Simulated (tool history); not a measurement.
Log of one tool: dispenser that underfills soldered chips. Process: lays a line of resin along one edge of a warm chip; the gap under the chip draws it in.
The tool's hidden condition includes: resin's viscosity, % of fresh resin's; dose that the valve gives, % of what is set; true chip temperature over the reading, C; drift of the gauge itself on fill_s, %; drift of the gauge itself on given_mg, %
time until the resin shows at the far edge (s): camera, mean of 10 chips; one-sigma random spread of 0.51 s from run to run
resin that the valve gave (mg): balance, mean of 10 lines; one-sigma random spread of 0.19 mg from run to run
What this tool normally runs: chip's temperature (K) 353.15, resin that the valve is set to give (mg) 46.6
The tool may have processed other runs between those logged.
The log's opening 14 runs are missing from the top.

run,day,chip's temperature (K),resin that the valve is set to give (mg),hours of work since the syringe was changed,hours of work since the valve was cleaned,hours of work since the stage was calibrated,time until the resin shows at the far edge (s),resin that the valve gave (mg)
# day 5.967: new syringe of resin
15,6.300,353.15,46.6,5,33,30,65.5,45.07
# day 6.471: new syringe of resin
16,6.804,353.15,46.6,5,41,37,65.2,45.05
# day 6.954: new syringe of resin
# day 7.442: new syringe of resin
17,7.546,347.15,46.6,2,52,49,61.9,44.49
# day 7.921: new syringe of resin
18,8.238,347.15,46.6,5,63,60,82.7,44.07
# day 8.392: dispensing valve cleaned and set on the balance
# day 8.467: new syringe of resin
19,8.596,347.15,46.6,2,3,65,63.9,46.63
# day 8.979: new syringe of resin
20,9.062,347.15,46.6,1,10,72,60.0,46.42
# day 9.450: new syringe of resin
21,9.604,343.15,52.6,2,19,80,75.5,51.48
# day 9.925: new syringe of resin
22,9.983,364.15,47.2,1,25,86,31.0,45.89
23,10.367,364.15,47.2,7,31,92,49.7,45.73
# day 10.433: new syringe of resin
24,10.883,353.15,40.7,7,39,100,81.7,39.00
# day 10.938: new syringe of resin
# day 11.412: new syringe of resin
25,11.517,338.15,45.8,2,49,110,93.7,43.92
# day 11.908: new syringe of resin
26,11.908,344.15,45.8,0,55,116,61.3,43.52
27,12.329,344.15,45.8,7,61,123,106.3,43.08
# day 12.383: new syringe of resin
# day 12.579: dispensing valve cleaned and set on the balance
# day 12.896: new syringe of resin
28,13.071,347.15,58.8,3,8,134,66.3,58.28
# day 13.404: new syringe of resin
29,13.438,347.15,58.8,1,13,139,55.0,57.94
# day 13.875: new syringe of resin
30,13.912,347.15,58.8,1,21,147,55.5,57.56
# day 14.375: new syringe of resin
31,14.588,347.15,58.8,3,31,157,70.8,57.58
# day 14.888: new syringe of resin
32,14.917,364.15,46.6,0,36,162,29.4,44.80
33,15.325,367.15,53.5,7,43,169,42.7,51.20
# day 15.379: new syringe of resin
34,15.767,364.15,59.3,6,50,176,45.0,56.70
# day 15.883: new syringe of resin
35,16.229,366.15,45.1,6,57,183,42.4,42.76

Branching from run 35: 3 alternative next runs. What would each branch give?
# day 16.379: new syringe of resin
# day 16.758: dispensing valve cleaned and set on the balance
A,16.833,339.15,46.6,7,1,192,?,?
# day 16.379: new syringe of resin
# day 16.758: dispensing valve cleaned and set on the balance
B,16.833,348.15,55.1,7,1,192,?,?
# day 16.379: new syringe of resin
# day 16.758: dispensing valve cleaned and set on the balance
C,16.833,341.15,46.6,7,1,192,?,?

run,time until the resin shows at the far edge (s),resin that the valve gave (mg)
A,131.8,47.01
B,88.6,54.86
C,121.0,46.86
What these runs would have given with no unlogged condition in the tool:
run,time until the resin shows at the far edge (s),resin that the valve gave (mg)
A,73.2,47.06
B,49.6,54.92
C,67.7,46.91
